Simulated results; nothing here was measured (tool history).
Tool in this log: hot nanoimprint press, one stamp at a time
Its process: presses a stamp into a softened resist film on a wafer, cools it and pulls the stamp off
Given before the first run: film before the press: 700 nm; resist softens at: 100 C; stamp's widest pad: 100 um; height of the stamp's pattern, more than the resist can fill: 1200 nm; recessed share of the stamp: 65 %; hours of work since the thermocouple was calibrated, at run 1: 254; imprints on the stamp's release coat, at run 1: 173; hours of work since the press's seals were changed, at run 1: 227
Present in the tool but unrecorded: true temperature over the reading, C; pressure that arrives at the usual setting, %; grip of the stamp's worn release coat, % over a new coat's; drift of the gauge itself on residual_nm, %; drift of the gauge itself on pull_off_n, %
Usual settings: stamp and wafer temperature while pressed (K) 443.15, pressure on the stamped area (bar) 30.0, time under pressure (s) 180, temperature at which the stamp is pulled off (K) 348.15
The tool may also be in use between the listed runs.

| run | hour | stamp and wafer temperature while pressed (K) | pressure on the stamped area (bar) | time under pressure (s) | temperature at which the stamp is pulled off (K) | hours of work since the thermocouple was calibrated | imprints on the stamp's release coat | hours of work since the press's seals were changed | resist left under the stamp's widest pad (angstrom) | greatest force while the stamp is pulled off (N) |
|---|---|---|---|---|---|---|---|---|---|---|
| 1 | 0.0 | 443.15 | 30.0 | 180 | 348.15 | 254 | 173 | 227 | 4302 | 132.8 |
| 2 | 27.9 | 443.15 | 30.0 | 180 | 348.15 | 275 | 333 | 248 | 4310 | 136.5 |
|  | 73.0 | stamp cleaned and given a new release coat |
| 3 | 76.0 | 437.15 | 30.0 | 180 | 348.15 | 307 | 17 | 280 | 5314 | 129.2 |
| 4 | 95.6 | 443.15 | 30.0 | 180 | 348.15 | 321 | 129 | 294 | 4382 | 132.6 |
| 5 | 135.6 | 443.15 | 31.0 | 180 | 348.15 | 351 | 358 | 324 | 4339 | 137.8 |
| 6 | 161.3 | 443.15 | 31.0 | 180 | 348.15 | 371 | 505 | 344 | 4341 | 141.6 |
|  | 175.4 | stamp cleaned and given a new release coat |
| 7 | 200.2 | 443.15 | 31.0 | 180 | 348.15 | 396 | 141 | 369 | 4374 | 134.9 |
| 8 | 233.4 | 443.15 | 23.2 | 180 | 348.15 | 421 | 332 | 394 | 4868 | 139.4 |
|  | 239.2 | plate thermocouple calibrated |
|  | 280.3 | stamp cleaned and given a new release coat |
| 9 | 280.3 | 443.15 | 23.2 | 180 | 348.15 | 26 | 0 | 422 | 4973 | 134.2 |
| 10 | 307.3 | 443.15 | 30.0 | 344 | 348.15 | 47 | 154 | 443 | 3775 | 138.3 |
| 11 | 349.3 | 443.15 | 30.0 | 344 | 348.15 | 79 | 395 | 474 | 3763 | 141.6 |
| 12 | 368.0 | 443.15 | 30.0 | 344 | 348.15 | 93 | 502 | 488 | 3808 | 143.9 |
|  | 383.2 | stamp cleaned and given a new release coat |
| 13 | 416.1 | 444.15 | 30.0 | 180 | 348.15 | 124 | 189 | 520 | 4465 | 139.7 |
|  | 451.3 | plate thermocouple calibrated, once more |
| 14 | 457.4 | 443.15 | 30.0 | 180 | 350.15 | 5 | 408 | 549 | 4144 | 125.1 |
|  | 473.0 | press's hydraulic seals changed and the load cell set to zero |
|  | 495.1 | stamp cleaned and given a new release coat |
| 15 | 504.9 | 443.15 | 30.0 | 180 | 350.15 | 30 | 57 | 20 | 4150 | 121.6 |
| 16 | 531.4 | 439.15 | 30.0 | 180 | 350.15 | 50 | 209 | 40 | 4866 | 123.2 |
| 17 | 567.5 | 439.15 | 30.0 | 180 | 350.15 | 77 | 415 | 67 | 4839 | 126.1 |
|  | 595.6 | stamp cleaned and given a new release coat |
| 18 | 617.1 | 443.15 | 41.8 | 211 | 348.15 | 110 | 124 | 100 | 3488 | 128.4 |
| 19 | 636.6 | 443.15 | 30.0 | 203 | 348.15 | 125 | 235 | 114 | 4077 | 133.0 |
| 20 | 658.3 | 443.15 | 30.0 | 125 | 340.15 | 141 | 359 | 131 | 4682 | 165.3 |
| 21 | 687.4 | 436.15 | 30.0 | 195 | 340.15 | 163 | 526 | 153 | 5313 | 167.9 |
|  | 696.0 | stamp cleaned and given a new release coat |
| 22 | 736.8 | 443.15 | 29.3 | 151 | 346.15 | 196 | 234 | 185 | 4533 | 139.7 |
| 23 | 781.1 | 443.15 | 30.0 | 180 | 336.15 | 229 | 487 | 219 | 4324 | 182.9 |
|  | 797.2 | stamp cleaned and given a new release coat |
| 24 | 814.8 | 443.15 | 39.4 | 180 | 348.15 | 250 | 100 | 240 | 3885 | 132.5 |
| 25 | 852.1 | 449.15 | 23.4 | 175 | 354.15 | 278 | 314 | 268 | 3795 | 113.5 |
| 26 | 885.4 | 432.15 | 23.4 | 180 | 348.15 | 303 | 505 | 293 | 6247 | 140.6 |
|  | 898.0 | stamp cleaned and given a new release coat |
| 27 | 926.3 | 443.15 | 21.0 | 275 | 348.15 | 330 | 162 | 319 | 4404 | 134.3 |
| 28 | 960.8 | 443.15 | 21.0 | 275 | 348.15 | 356 | 359 | 345 | 4454 | 137.5 |

Consider 3 possible next runs. They are alternatives, not a sequence: every one starts from the tool as it was left by run 28. What does each give?
| A | 981.7 | 454.15 | 30.0 | 314 | 351.15 | 371 | 478 | 361 | ? | ? |
| B | 981.7 | 448.15 | 30.0 | 180 | 348.15 | 371 | 478 | 361 | ? | ? |
| C | 981.7 | 443.15 | 30.0 | 180 | 347.15 | 371 | 478 | 361 | ? | ? |

| run | resist left under the stamp's widest pad (angstrom) | greatest force while the stamp is pulled off (N) |
|---|---|---|
| A | 2252 | 127.7 |
| B | 3610 | 139.1 |
| C | 4415 | 142.0 |
The same runs, with their run-to-run variation unchanged, on a tool lacking any hidden condition would have given:
| run | resist left under the stamp's widest pad (angstrom) | greatest force while the stamp is pulled off (N) |
|---|---|---|
| A | 2095 | 114.4 |
| B | 3375 | 125.0 |
| C | 4154 | 127.7 |
